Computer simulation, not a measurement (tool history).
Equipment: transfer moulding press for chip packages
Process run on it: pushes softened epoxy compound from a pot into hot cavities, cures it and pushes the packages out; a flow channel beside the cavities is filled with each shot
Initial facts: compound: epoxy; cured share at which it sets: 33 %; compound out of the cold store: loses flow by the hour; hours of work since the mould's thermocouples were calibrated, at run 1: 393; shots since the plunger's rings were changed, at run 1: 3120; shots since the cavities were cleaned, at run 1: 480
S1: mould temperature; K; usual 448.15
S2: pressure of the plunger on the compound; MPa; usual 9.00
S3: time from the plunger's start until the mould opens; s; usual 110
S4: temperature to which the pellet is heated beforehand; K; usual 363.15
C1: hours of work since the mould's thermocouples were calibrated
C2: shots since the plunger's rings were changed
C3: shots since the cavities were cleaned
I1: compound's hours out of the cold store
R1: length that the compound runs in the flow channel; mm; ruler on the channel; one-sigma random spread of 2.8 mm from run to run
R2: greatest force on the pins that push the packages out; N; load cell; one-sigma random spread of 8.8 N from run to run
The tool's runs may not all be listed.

run   hour      S1     S2   S3      S4   C1    C2   C3    I1   R1   R2
  1    0.0  448.15   9.00  110  363.15  393  3120  480  26.3  486  493
       8.9  -- cavities cleaned with cleaning compound and waxed
  2   11.1  448.15   9.00  110  363.15  400  3233   26  36.5  466  380
  3   23.6  448.15   9.00  110  363.15  408  3382  175  45.9  445  441
  4   31.1  448.15   9.00  110  363.15  413  3471  264  14.2  502  490
  5   46.0  448.15   9.31  110  363.15  423  3647  440  42.1  461  500
      58.4  -- cavities cleaned with cleaning compound and waxed
  6   58.7  448.15   9.31  110  366.15  430  3780    3  16.2  501  379
  7   70.2  448.15   9.00  110  363.15  438  3917  140  10.8  504  444
  8   80.6  448.15   9.00  110  371.15  445  4040  263  46.4  440  469
  9   87.6  448.15   9.00  110  354.15  450  4123  346  31.8  466  491
 10  101.1  448.15   9.00  110  372.15  458  4283  506  35.2  457  495
     107.5  -- cavities cleaned with cleaning compound and waxed
 11  115.6  448.15   9.00  110  372.15  467  4437   96  44.5  439  391
 12  122.4  448.15   9.00  110  372.15  472  4518  177  29.5  464  461
 13  137.7  448.15   9.00  110  372.15  482  4700  359  34.4  454  500
 14  151.2  448.15   9.95  110  363.15  491  4860  519  12.1  517  508
     156.3  -- cavities cleaned with cleaning compound and waxed
 15  165.1  448.15   9.95  110  363.15  499  5007  105  20.6  500  436
 16  174.5  444.15   9.95  110  363.15  505  5118  216  19.9  509  565
 17  186.5  444.15   7.82   90  369.15  513  5260  358  14.4  461  944
 18  195.2  448.15  10.78  100  359.15  519  5364  462  41.6  480  587
     204.8  -- cavities cleaned with cleaning compound and waxed
 19  206.2  448.15  10.78  100  359.15  525  5476   16  27.1  507  442

Run 20, settings as shown, results not yet in. Your forecast:
 20  213.8  448.15  7.05  93  360.15  531  5567  107  22.7   ?   ?

Run 20 gave R1 413 mm, R2 563 N.
If the tool had no hidden condition, the same run with the same run-to-run variation would have returned R1 454 mm, R2 523 N.
